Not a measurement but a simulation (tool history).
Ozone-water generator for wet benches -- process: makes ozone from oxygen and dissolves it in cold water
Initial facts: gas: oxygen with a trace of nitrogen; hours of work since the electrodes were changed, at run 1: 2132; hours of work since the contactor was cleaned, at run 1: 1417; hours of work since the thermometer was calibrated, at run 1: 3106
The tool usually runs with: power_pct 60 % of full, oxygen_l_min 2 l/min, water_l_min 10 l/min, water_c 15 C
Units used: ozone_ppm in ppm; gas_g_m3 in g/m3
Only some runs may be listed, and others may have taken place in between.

run     day  power_pct  oxygen_l_min  water_l_min  water_c  hours of work since the electrodes were changed  hours of work since the contactor was cleaned  hours of work since the thermometer was calibrated  ozone_ppm  gas_g_m3
  1       0         60             2           10       15                                             2132                                           1417                                                3106       15.1     141.1
  2   1.688         60             2           10       15                                             2170                                           1455                                                3144       15.1     141.9
  3   3.138         60             2           10       15                                             2203                                           1487                                                3177       14.9     141.5
  4   4.954         60             2           10       15                                             2243                                           1528                                                3217       14.6     141.2
  5   7.196         60             2           10       15                                             2293                                           1578                                                3267         15     141.4
  6   9.662         60             2           10       14                                             2349                                           1633                                                3323       15.3     140.4
  7  11.504         60             2           10       14                                             2390                                           1675                                                3364         15       140
  8  13.196         60             2           10       14                                             2428                                           1712                                                3402       15.1     141.6
  9  15.333         60             2           10       14                                             2475                                           1760                                                3450         15     140.9
 10  18.146         93             2           10       15                                             2539                                           1823                                                3513       19.1     181.9
 11  20.225         93             2           10       15                                             2585                                           1870                                                3559       19.3     182.7
 12  23.229         93             2           10       13                                             2652                                           1937                                                3626       19.9       182
     23.521  -- water thermometer calibrated
 13  25.254         93             2           10       13                                             2697                                           1982                                                  39       19.6     181.8
 14  28.254         93             2           10       13                                             2764                                           2049                                                 106       19.6     183.1
 15  29.554         43             2           10       15                                             2793                                           2078                                                 135         12     113.4
 16  31.671         43             2           10       15                                             2841                                           2126                                                 183       12.1     115.1
 17  34.079         43             2           10       15                                             2895                                           2179                                                 236       12.1       114
     34.496  -- contactor cleaned
 18  36.475         46          1.79            9       11                                             2945                                             44                                                 286       14.2     126.2
 19  37.921         46          1.79            9       11                                             2977                                             77                                                 319       14.2     127.1
 20  39.283         46          1.79           10        7                                             3008                                            107                                                 349       13.4     126.5
 21  42.229         49             2           11       15                                             3074                                            173                                                 415       12.1       124
     44.429  -- contactor cleaned, once more
 22  44.429         60          2.17            8       15                                             3119                                              0                                                 461       17.5     133.1
 23  45.979         60          2.17            8       15                                             3154                                             35                                                 495       17.6     133.4
 24  48.021         60          2.17            8       15                                             3199                                             80                                                 541       17.6     135.4
 25  50.888         60          1.29            8        8                                             3264                                            145                                                 605       17.8     174.7
 26  53.729         60             2            7       12                                             3327                                            208                                                 669       19.9     140.1
 27  55.092         60          2.41           15       13                                             3358                                            239                                                 699       11.1     125.9

What does the tool deliver on the next run?
 28  57.292         86          1.67           10        8                                             3407                                            288                                                 749          ?         ?

ozone_ppm: 19.2 ppm
gas_g_m3: 189.6 g/m3
On a tool with no hidden condition, and with the same random variation, this run would have come out at ozone_ppm 20.3 ppm, gas_g_m3 199 g/m3.
